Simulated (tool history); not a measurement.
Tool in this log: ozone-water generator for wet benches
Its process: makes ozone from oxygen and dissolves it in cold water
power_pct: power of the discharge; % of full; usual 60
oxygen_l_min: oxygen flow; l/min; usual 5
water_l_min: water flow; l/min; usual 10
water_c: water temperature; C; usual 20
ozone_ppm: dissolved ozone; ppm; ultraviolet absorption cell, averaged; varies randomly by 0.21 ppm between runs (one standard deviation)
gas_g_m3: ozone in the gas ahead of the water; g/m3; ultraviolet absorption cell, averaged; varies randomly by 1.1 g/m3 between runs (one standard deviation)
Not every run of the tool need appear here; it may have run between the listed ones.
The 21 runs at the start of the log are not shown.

run    hour  power_pct  oxygen_l_min  water_l_min  water_c  ozone_ppm  gas_g_m3
 22  3041.8         52          6.09            7       19         31     152.5
 23  3194.8         52          6.09            7       19       31.1     152.5
 24  3339.6         52          6.09            7       19       30.9     152.9
 25  3471.4         52          6.09            7       19       30.8     152.6
 26  3562.8         60             5           10       21       29.9     188.8
 27  3654.1         79          8.79           10       20       35.3     184.2
 28  3827.1         86          2.78           10       20         41     336.1
 29  4046.9         60          6.96           10       20       29.4     163.5
     4104.8  -- contactor cleaned
 30    4152         60          6.96           10       20       29.4     163.2
 31  4317.8         60          6.96           10       20       29.3     162.2
 32  4533.3         60          2.75           12       20       26.8     246.9

Alternative continuations, all from the tool just after run 32; predict every row:
  A  4734.5         82          2.75            8       27          ?         ?
  B  4734.5         62          2.75            9       25          ?         ?
  C  4734.5         96          3.76           10       20          ?         ?

run  ozone_ppm  gas_g_m3
  A       40.4     321.9
  B       30.5     256.1
  C       46.2     322.7
Without the tool's hidden state the same runs would have given:
run  ozone_ppm  gas_g_m3
  A       40.5     322.2
  B       30.5     256.3
  C       46.2       323
